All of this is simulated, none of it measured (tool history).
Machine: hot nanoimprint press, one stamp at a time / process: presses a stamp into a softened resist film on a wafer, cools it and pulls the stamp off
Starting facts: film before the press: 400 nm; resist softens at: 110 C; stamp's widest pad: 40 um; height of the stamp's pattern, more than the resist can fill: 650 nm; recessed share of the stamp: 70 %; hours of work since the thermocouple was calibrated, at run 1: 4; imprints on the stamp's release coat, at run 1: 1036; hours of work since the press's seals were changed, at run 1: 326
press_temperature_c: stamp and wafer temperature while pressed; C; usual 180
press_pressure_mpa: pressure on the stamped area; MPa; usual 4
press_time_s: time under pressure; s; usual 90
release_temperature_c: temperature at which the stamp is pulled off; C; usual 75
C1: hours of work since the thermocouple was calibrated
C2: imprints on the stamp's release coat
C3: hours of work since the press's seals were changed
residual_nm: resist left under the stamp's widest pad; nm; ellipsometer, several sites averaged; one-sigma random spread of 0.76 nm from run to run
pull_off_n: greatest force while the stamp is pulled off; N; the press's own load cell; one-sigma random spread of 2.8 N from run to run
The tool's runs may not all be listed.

run 1 hour=0 | press_temperature_c=180 press_pressure_mpa=4 press_time_s=90 release_temperature_c=75 | C1=4 C2=1036 C3=326 | residual_nm=171.1 pull_off_n=225
run 2 hour=19 | press_temperature_c=180 press_pressure_mpa=4 press_time_s=90 release_temperature_c=75 | C1=17 C2=1090 C3=338 | residual_nm=168.5 pull_off_n=227
run 3 hour=37.1 | press_temperature_c=180 press_pressure_mpa=4 press_time_s=90 release_temperature_c=76 | C1=30 C2=1141 C3=351 | residual_nm=169.4 pull_off_n=231
run 4 hour=50.7 | press_temperature_c=180 press_pressure_mpa=4 press_time_s=90 release_temperature_c=75 | C1=39 C2=1179 C3=360 | residual_nm=168.5 pull_off_n=232
run 5 hour=66 | press_temperature_c=180 press_pressure_mpa=4 press_time_s=90 release_temperature_c=75 | C1=49 C2=1222 C3=370 | residual_nm=167.7 pull_off_n=230
run 6 hour=87 | press_temperature_c=180 press_pressure_mpa=4 press_time_s=90 release_temperature_c=82 | C1=63 C2=1282 C3=385 | residual_nm=167.4 pull_off_n=204
run 7 hour=106 | press_temperature_c=180 press_pressure_mpa=4 press_time_s=90 release_temperature_c=82 | C1=76 C2=1335 C3=397 | residual_nm=167.2 pull_off_n=203
run 8 hour=123.5 | press_temperature_c=180 press_pressure_mpa=4 press_time_s=90 release_temperature_c=82 | C1=88 C2=1385 C3=409 | residual_nm=167.3 pull_off_n=209
run 9 hour=137.6 | press_temperature_c=179 press_pressure_mpa=4 press_time_s=90 release_temperature_c=75 | C1=98 C2=1424 C3=419 | residual_nm=176.6 pull_off_n=236
run 10 hour=153.7 | press_temperature_c=179 press_pressure_mpa=3.28 press_time_s=90 release_temperature_c=75 | C1=109 C2=1470 C3=430 | residual_nm=189.3 pull_off_n=241
run 11 hour=171.9 | press_temperature_c=178 press_pressure_mpa=4 press_time_s=90 release_temperature_c=66 | C1=121 C2=1521 C3=442 | residual_nm=185.2 pull_off_n=283
-- hour=195.1 stamp cleaned and given a new release coat
run 12 hour=196.9 | press_temperature_c=178 press_pressure_mpa=4 press_time_s=90 release_temperature_c=66 | C1=134 C2=5 C3=455 | residual_nm=183.7 pull_off_n=211
run 13 hour=211.8 | press_temperature_c=180 press_pressure_mpa=4 press_time_s=91 release_temperature_c=70 | C1=144 C2=47 C3=465 | residual_nm=167.1 pull_off_n=199
run 14 hour=226.3 | press_temperature_c=192 press_pressure_mpa=4.23 press_time_s=140 release_temperature_c=78 | C1=154 C2=88 C3=475 | residual_nm=70.4 pull_off_n=175
run 15 hour=244.6 | press_temperature_c=177 press_pressure_mpa=4 press_time_s=90 release_temperature_c=75 | C1=166 C2=140 C3=487 | residual_nm=193.9 pull_off_n=188
run 16 hour=259.9 | press_temperature_c=173 press_pressure_mpa=4.6 press_time_s=127 release_temperature_c=70 | C1=177 C2=183 C3=498 | residual_nm=198.9 pull_off_n=209
run 17 hour=273.2 | press_temperature_c=173 press_pressure_mpa=4.6 press_time_s=127 release_temperature_c=70 | C1=186 C2=220 C3=507 | residual_nm=195.9 pull_off_n=202
run 18 hour=293 | press_temperature_c=180 press_pressure_mpa=2.45 press_time_s=169 release_temperature_c=81 | C1=199 C2=276 C3=520 | residual_nm=156.4 pull_off_n=170

Branching from run 18: 4 alternative next runs. What would each branch give?
run A hour=311.4 | press_temperature_c=180 press_pressure_mpa=4.71 press_time_s=90 release_temperature_c=75 | C1=212 C2=328 C3=533 | residual_nm=? pull_off_n=?
run B hour=311.4 | press_temperature_c=172 press_pressure_mpa=3.65 press_time_s=90 release_temperature_c=75 | C1=212 C2=328 C3=533 | residual_nm=? pull_off_n=?
run C hour=311.4 | press_temperature_c=186 press_pressure_mpa=4 press_time_s=92 release_temperature_c=68 | C1=212 C2=328 C3=533 | residual_nm=? pull_off_n=?
run D hour=311.4 | press_temperature_c=175 press_pressure_mpa=3.29 press_time_s=90 release_temperature_c=75 | C1=212 C2=328 C3=533 | residual_nm=? pull_off_n=?

run=A residual_nm=153.9 pull_off_n=192
run=B residual_nm=252.4 pull_off_n=194
run=C residual_nm=117.2 pull_off_n=218
run=D residual_nm=227.6 pull_off_n=195
With no hidden state in the tool, these same runs would have given:
run=A residual_nm=156 pull_off_n=181
run=B residual_nm=256.9 pull_off_n=183
run=C residual_nm=118.9 pull_off_n=205
run=D residual_nm=232.1 pull_off_n=184
